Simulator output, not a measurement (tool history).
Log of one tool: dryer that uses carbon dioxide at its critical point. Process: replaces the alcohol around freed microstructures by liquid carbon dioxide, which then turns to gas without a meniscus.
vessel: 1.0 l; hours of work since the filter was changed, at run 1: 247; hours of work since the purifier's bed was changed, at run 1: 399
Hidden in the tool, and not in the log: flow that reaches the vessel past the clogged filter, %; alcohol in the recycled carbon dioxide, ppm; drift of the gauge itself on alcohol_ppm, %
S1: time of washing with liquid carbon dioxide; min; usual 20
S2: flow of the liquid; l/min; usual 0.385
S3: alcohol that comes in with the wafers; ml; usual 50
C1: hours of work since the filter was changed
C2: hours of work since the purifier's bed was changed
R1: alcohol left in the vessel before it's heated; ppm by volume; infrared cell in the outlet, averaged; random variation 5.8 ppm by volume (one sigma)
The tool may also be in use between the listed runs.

run   hour  S1     S2  S3   C1   C2    R1
  1    0.0  20  0.385  50  247  399   509
  2   39.9  20  0.385  50  260  412   544
  3   77.1  20  0.624  50  272  424   205
  4  111.3  20  0.305  50  283  435  1234
  5  142.1  20  0.305  50  293  445  1308
  6  161.2  24  0.385  50  299  451   351
  7  187.5  20  0.385  50  307  459   598
     218.6  -- inlet filter changed
  8  223.4  20  0.385  50    2  470   408
  9  257.5  31  0.385  50   12  481   220
 10  278.1  20  0.385  50   19  488   418
 11  318.7  18  0.256  27   32  501  1272
     340.4  -- purifier's bed changed
 12  343.5  20  0.429  50   39    1   123
 13  369.2  18  0.436  94   47    9   378
 14  390.4  19  0.385  50   54   16   306
 15  421.0  29  0.575  33   64   26    19
 16  446.2  19  0.385  50   72   34   331
 17  481.0  20  0.370  50   83   45   337
 18  501.9  20  0.370  50   89   52   334
 19  544.4  20  0.370  50  103   65   343

Hidden state or all else? Some run-to-run changes of R1, split into what the settings, what came in and random variation would give without the hidden state, and what is left for the hidden state (with any gauge scatter that isn't in both results):
Run 3 -> 4: S2 0.624 -> 0.305. R1 +1029 ppm by volume: hidden state +430, all else +599.
Run 11 -> 12: S1 18 -> 20, S2 0.256 -> 0.429, S3 27 -> 50, purifier's bed changed. R1 -1149 ppm by volume: hidden state -259, all else -890.

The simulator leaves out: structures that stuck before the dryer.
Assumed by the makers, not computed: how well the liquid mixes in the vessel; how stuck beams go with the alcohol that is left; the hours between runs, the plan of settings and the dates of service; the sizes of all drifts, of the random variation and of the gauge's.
